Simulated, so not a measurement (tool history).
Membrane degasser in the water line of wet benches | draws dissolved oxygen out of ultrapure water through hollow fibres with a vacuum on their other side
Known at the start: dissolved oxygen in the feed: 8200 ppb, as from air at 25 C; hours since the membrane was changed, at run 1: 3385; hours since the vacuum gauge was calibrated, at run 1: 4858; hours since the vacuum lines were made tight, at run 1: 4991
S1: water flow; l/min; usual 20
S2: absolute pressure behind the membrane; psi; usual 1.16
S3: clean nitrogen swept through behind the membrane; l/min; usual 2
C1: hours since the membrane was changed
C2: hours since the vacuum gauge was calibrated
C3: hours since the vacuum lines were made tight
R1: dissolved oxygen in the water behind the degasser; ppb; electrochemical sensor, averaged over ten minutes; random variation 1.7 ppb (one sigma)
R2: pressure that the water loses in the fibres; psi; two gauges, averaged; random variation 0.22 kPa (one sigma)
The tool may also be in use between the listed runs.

Run 1, day 0: usual settings; C1 3385; C2 4858; C3 4991. Result: R1 161.7 ppb, R2 7.532 psi.
Run 2, day 4.167: usual settings; C1 3485; C2 4958; C3 5091. Result: R1 161.4 ppb, R2 7.546 psi.
Run 3, day 7.367: usual settings; C1 3562; C2 5034; C3 5167. Result: R1 162.1 ppb, R2 7.599 psi.
Run 4, day 10.142: usual settings but S2 2.186 psi; C1 3628; C2 5101; C3 5234. Result: R1 321.4 ppb, R2 7.532 psi.
Run 5, day 12.3: usual settings; C1 3680; C2 5153; C3 5286. Result: R1 167.7 ppb, R2 7.564 psi.
Run 6, day 16.483: usual settings but S1 15 l/min; C1 3780; C2 5253; C3 5386. Result: R1 115.5 ppb, R2 5.709 psi.
Run 7, day 18.892: usual settings but S1 15 l/min; C1 3838; C2 5311; C3 5444. Result: R1 117 ppb, R2 5.683 psi.
Run 8, day 20.746: usual settings but S1 15 l/min; C1 3883; C2 5355; C3 5489. Result: R1 115.9 ppb, R2 5.685 psi.
Run 9, day 24.129: usual settings but S1 15 l/min; C1 3964; C2 5437; C3 5570. Result: R1 116.5 ppb, R2 5.658 psi.
Run 10, day 26.729: usual settings but S1 15 l/min; C1 4026; C2 5499; C3 5632. Result: R1 114.8 ppb, R2 5.604 psi.
Run 11, day 28.612: usual settings but S1 15 l/min; C1 4072; C2 5544; C3 5677. Result: R1 115.4 ppb, R2 5.58 psi.
Run 12, day 30.546: usual settings but S1 24 l/min; C1 4118; C2 5591; C3 5724. Result: R1 198.3 ppb, R2 9.036 psi.
Run 13, day 32.979: usual settings but S1 24 l/min, S3 1.61 l/min; C1 4176; C2 5649; C3 5782. Result: R1 231.8 ppb, R2 9.039 psi.
Run 14, day 35.454: usual settings but S1 24 l/min, S3 1.61 l/min; C1 4236; C2 5708; C3 5841. Result: R1 232.6 ppb, R2 8.975 psi.
Run 15, day 37.367: usual settings but S2 1.72 psi; C1 4282; C2 5754; C3 5887. Result: R1 253.3 ppb, R2 7.501 psi.
Run 16, day 39.396: usual settings but S2 1.72 psi; C1 4330; C2 5803; C3 5936. Result: R1 251.5 ppb, R2 7.497 psi.
Run 17, day 42.171: usual settings but S1 18 l/min, S2 2.564 psi, S3 2.69 l/min; C1 4397; C2 5870; C3 6003. Result: R1 265.4 ppb, R2 6.737 psi.
Run 18, day 45.875: usual settings but S1 18 l/min, S2 2.564 psi, S3 2.69 l/min; C1 4486; C2 5959; C3 6092. Result: R1 272.2 ppb, R2 6.722 psi.
Run 19, day 49.696: usual settings but S1 25 l/min, S3 1.77 l/min; C1 4578; C2 6050; C3 6183. Result: R1 224.5 ppb, R2 9.268 psi.
Run 20, day 53.121: usual settings but S2 2.241 psi, S3 1.26 l/min; C1 4660; C2 6132; C3 6266. Result: R1 470.3 ppb, R2 7.449 psi.
Run 21, day 56.475: usual settings but S1 13 l/min, S3 5.54 l/min; C1 4740; C2 6213; C3 6346. Result: R1 51.6 ppb, R2 4.825 psi.
Run 22, day 59.938: usual settings but S1 13 l/min, S3 5.54 l/min; C1 4823; C2 6296; C3 6429. Result: R1 50.6 ppb, R2 4.836 psi.
Run 23, day 63.779: usual settings but S1 13 l/min, S2 2.867 psi; C1 4916; C2 6388; C3 6521. Result: R1 277.6 ppb, R2 4.815 psi.
Run 24, day 66.967: usual settings but S1 13 l/min, S2 2.867 psi; C1 4992; C2 6465; C3 6598. Result: R1 281.7 ppb, R2 4.854 psi.
Run 25, day 69.712: usual settings but S1 13 l/min, S2 2.867 psi; C1 5058; C2 6531; C3 6664. Result: R1 275.2 ppb, R2 4.878 psi.
At day 71.804: seals of the vacuum lines changed.
Run 26, day 72.025: usual settings but S1 16 l/min, S2 1.577 psi, S3 5.8 l/min; C1 5111; C2 6584; C3 5. Result: R1 85.9 ppb, R2 5.91 psi.
Run 27, day 75.775: usual settings but S1 19 l/min; C1 5202; C2 6674; C3 95. Result: R1 155.7 ppb, R2 7.04 psi.
Run 28, day 78.842: usual settings but S1 30 l/min; C1 5275; C2 6748; C3 169. Result: R1 261 ppb, R2 10.96 psi.
At day 81.683: vacuum gauge calibrated.
Run 29, day 82.825: usual settings but S1 17 l/min, S2 2.722 psi, S3 1.08 l/min; C1 5370; C2 27; C3 264. Result: R1 565.1 ppb, R2 6.348 psi.
At day 85.304: gauge calibrated.
Run 30, day 85.304: usual settings but S1 17 l/min, S2 2.722 psi, S3 1.08 l/min; C1 5430; C2 87; C3 323. Result: R1 556.4 ppb, R2 6.415 psi.
Run 31, day 88.233: usual settings but S1 22 l/min, S3 2.49 l/min; C1 5500; C2 157; C3 394. Result: R1 160.8 ppb, R2 8.34 psi.
Run 32, day 90.504: usual settings but S1 15 l/min, S2 1.281 psi, S3 1.72 l/min; C1 5554; C2 212; C3 448. Result: R1 146.4 ppb, R2 5.712 psi.

Some steps in R2 between neighbouring runs. How much of each would the tool show without its hidden state too (settings, what came in, random variation), and how much is left for the hidden state, with any gauge scatter that isn't in both results?
The hidden state here: membrane still open, %; true pressure behind the membrane over the reading, kPa; air that leaks in behind the membrane, l/min; drift of the gauge itself on oxygen_ppb, %; drift of the gauge itself on loss_of_pressure_kpa, %.
Run 11 -> 12: S1 15 -> 24. R2 +3.456 psi: hidden state -0.029, all else +3.485.
Run 27 -> 28: S1 19 -> 30. R2 +3.92 psi: hidden state -0.086, all else +4.006.
Run 28 -> 29: S1 30 -> 17, S2 1.16 -> 2.722, S3 2 -> 1.08, vacuum gauge calibrated. R2 -4.612 psi: hidden state +0.09, all else -4.702.
Run 29 -> 30: gauge calibrated. R2 +0.067 psi: hidden state +0.136, all else -0.07.

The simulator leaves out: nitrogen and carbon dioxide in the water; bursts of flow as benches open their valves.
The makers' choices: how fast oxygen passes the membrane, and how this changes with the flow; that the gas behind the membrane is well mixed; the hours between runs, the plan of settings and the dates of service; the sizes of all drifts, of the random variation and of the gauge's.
